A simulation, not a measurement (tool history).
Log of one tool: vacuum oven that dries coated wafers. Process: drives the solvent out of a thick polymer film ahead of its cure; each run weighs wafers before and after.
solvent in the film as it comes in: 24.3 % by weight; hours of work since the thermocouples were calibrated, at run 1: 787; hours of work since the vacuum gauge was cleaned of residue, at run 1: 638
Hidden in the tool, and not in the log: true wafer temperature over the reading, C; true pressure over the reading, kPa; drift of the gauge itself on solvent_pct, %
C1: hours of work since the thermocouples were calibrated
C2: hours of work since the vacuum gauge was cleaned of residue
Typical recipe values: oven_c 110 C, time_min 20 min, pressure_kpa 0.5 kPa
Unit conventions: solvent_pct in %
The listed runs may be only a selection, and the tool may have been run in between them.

run 1 hour=0 | oven_c=110 time_min=20 pressure_kpa=0.5 | C1=787 C2=638 | solvent_pct=0.85
run 2 hour=44.1 | oven_c=110 time_min=20 pressure_kpa=0.5 | C1=814 C2=665 | solvent_pct=0.9
run 3 hour=129.4 | oven_c=110 time_min=20 pressure_kpa=0.5 | C1=865 C2=716 | solvent_pct=0.85
run 4 hour=188.9 | oven_c=110 time_min=20 pressure_kpa=0.5 | C1=901 C2=752 | solvent_pct=0.84
run 5 hour=262.4 | oven_c=110 time_min=20 pressure_kpa=0.5 | C1=946 C2=797 | solvent_pct=0.83
run 6 hour=331.8 | oven_c=110 time_min=20 pressure_kpa=0.5 | C1=987 C2=839 | solvent_pct=0.92
run 7 hour=399.4 | oven_c=118 time_min=20 pressure_kpa=0.5 | C1=1028 C2=879 | solvent_pct=0.39
run 8 hour=482.8 | oven_c=102 time_min=20 pressure_kpa=0.5 | C1=1079 C2=930 | solvent_pct=2.23
run 9 hour=570.7 | oven_c=102 time_min=20 pressure_kpa=0.5 | C1=1132 C2=983 | solvent_pct=2.19
run 10 hour=626.1 | oven_c=110 time_min=20 pressure_kpa=0.5 | C1=1165 C2=1016 | solvent_pct=0.88
run 11 hour=717.2 | oven_c=110 time_min=13 pressure_kpa=0.5 | C1=1220 C2=1071 | solvent_pct=2.14
run 12 hour=762.7 | oven_c=110 time_min=20 pressure_kpa=0.5 | C1=1247 C2=1099 | solvent_pct=0.87
run 13 hour=851.4 | oven_c=110 time_min=20 pressure_kpa=0.5 | C1=1301 C2=1152 | solvent_pct=0.84
run 14 hour=913.4 | oven_c=110 time_min=20 pressure_kpa=0.5 | C1=1338 C2=1189 | solvent_pct=0.82
run 15 hour=956.7 | oven_c=98 time_min=20 pressure_kpa=0.5 | C1=1364 C2=1216 | solvent_pct=3.14
run 16 hour=1012.7 | oven_c=98 time_min=20 pressure_kpa=0.5 | C1=1398 C2=1249 | solvent_pct=3.14
run 17 hour=1098.8 | oven_c=98 time_min=20 pressure_kpa=0.868 | C1=1450 C2=1301 | solvent_pct=3.3
run 18 hour=1174.5 | oven_c=98 time_min=20 pressure_kpa=0.868 | C1=1496 C2=1347 | solvent_pct=3.26
run 19 hour=1220 | oven_c=98 time_min=20 pressure_kpa=0.868 | C1=1523 C2=1374 | solvent_pct=3.3
-- hour=1230.8 oven's thermocouples calibrated
run 20 hour=1301 | oven_c=98 time_min=20 pressure_kpa=0.868 | C1=42 C2=1422 | solvent_pct=3.09
run 21 hour=1359.8 | oven_c=110 time_min=20 pressure_kpa=0.5 | C1=78 C2=1458 | solvent_pct=0.77
run 22 hour=1437.9 | oven_c=110 time_min=20 pressure_kpa=1.824 | C1=125 C2=1505 | solvent_pct=1.28
run 23 hour=1512.1 | oven_c=110 time_min=20 pressure_kpa=1.824 | C1=170 C2=1549 | solvent_pct=1.27
run 24 hour=1550.9 | oven_c=110 time_min=20 pressure_kpa=1.824 | C1=193 C2=1573 | solvent_pct=1.29
run 25 hour=1613.5 | oven_c=110 time_min=36 pressure_kpa=1.121 | C1=231 C2=1611 | solvent_pct=0.76
run 26 hour=1691.2 | oven_c=97 time_min=20 pressure_kpa=0.635 | C1=278 C2=1657 | solvent_pct=3.28
run 27 hour=1764.1 | oven_c=121 time_min=28 pressure_kpa=0.89 | C1=322 C2=1701 | solvent_pct=0.38
-- hour=1808.9 oven's thermocouples calibrated, once more
run 28 hour=1832.7 | oven_c=124 time_min=14 pressure_kpa=0.653 | C1=14 C2=1742 | solvent_pct=0.6
run 29 hour=1907.1 | oven_c=117 time_min=14 pressure_kpa=0.653 | C1=59 C2=1787 | solvent_pct=1.28
run 30 hour=1977.2 | oven_c=109 time_min=14 pressure_kpa=0.653 | C1=102 C2=1829 | solvent_pct=2.82
run 31 hour=2038.8 | oven_c=110 time_min=13 pressure_kpa=0.552 | C1=139 C2=1866 | solvent_pct=2.82
run 32 hour=2116.1 | oven_c=112 time_min=13 pressure_kpa=0.481 | C1=185 C2=1913 | solvent_pct=2.25
run 33 hour=2159.3 | oven_c=110 time_min=13 pressure_kpa=0.809 | C1=211 C2=1939 | solvent_pct=2.94
-- hour=2190.9 vacuum gauge cleaned of residue and calibrated
run 34 hour=2238.7 | oven_c=110 time_min=13 pressure_kpa=0.809 | C1=258 C2=29 | solvent_pct=2.59
run 35 hour=2278.4 | oven_c=110 time_min=24 pressure_kpa=0.5 | C1=282 C2=53 | solvent_pct=0.58
run 36 hour=2318.3 | oven_c=106 time_min=20 pressure_kpa=0.5 | C1=306 C2=77 | solvent_pct=1.49
run 37 hour=2364.9 | oven_c=106 time_min=20 pressure_kpa=0.5 | C1=334 C2=105 | solvent_pct=1.52
run 38 hour=2423.1 | oven_c=95 time_min=20 pressure_kpa=1.358 | C1=370 C2=140 | solvent_pct=5.05
run 39 hour=2489.2 | oven_c=95 time_min=20 pressure_kpa=1.358 | C1=409 C2=180 | solvent_pct=5.08
run 40 hour=2565.3 | oven_c=98 time_min=12 pressure_kpa=1.358 | C1=455 C2=226 | solvent_pct=7.34
run 41 hour=2659 | oven_c=120 time_min=20 pressure_kpa=0.895 | C1=512 C2=282 | solvent_pct=0.38
run 42 hour=2724.5 | oven_c=120 time_min=20 pressure_kpa=0.895 | C1=551 C2=322 | solvent_pct=0.4
run 43 hour=2770.2 | oven_c=97 time_min=33 pressure_kpa=0.5 | C1=579 C2=349 | solvent_pct=1.47
run 44 hour=2860.5 | oven_c=122 time_min=20 pressure_kpa=0.5 | C1=634 C2=404 | solvent_pct=0.25
run 45 hour=2905.8 | oven_c=107 time_min=28 pressure_kpa=0.5 | C1=661 C2=431 | solvent_pct=0.58
run 46 hour=3000.7 | oven_c=124 time_min=11 pressure_kpa=0.75 | C1=718 C2=489 | solvent_pct=0.68
run 47 hour=3088.2 | oven_c=124 time_min=11 pressure_kpa=0.75 | C1=771 C2=541 | solvent_pct=0.67

Alternative continuations, all from the tool just after run 47; predict every row:
run A hour=3143.9 | oven_c=124 time_min=11 pressure_kpa=1.577 | C1=804 C2=575 | solvent_pct=?
run B hour=3143.9 | oven_c=102 time_min=27 pressure_kpa=0.655 | C1=804 C2=575 | solvent_pct=?
run C hour=3143.9 | oven_c=118 time_min=11 pressure_kpa=0.75 | C1=804 C2=575 | solvent_pct=?

run=A solvent_pct=0.92
run=B solvent_pct=1.34
run=C solvent_pct=1.43
Stripped of hidden state, with their random variation kept, the same runs would have yielded:
run=A solvent_pct=0.97
run=B solvent_pct=1.4
run=C solvent_pct=1.55

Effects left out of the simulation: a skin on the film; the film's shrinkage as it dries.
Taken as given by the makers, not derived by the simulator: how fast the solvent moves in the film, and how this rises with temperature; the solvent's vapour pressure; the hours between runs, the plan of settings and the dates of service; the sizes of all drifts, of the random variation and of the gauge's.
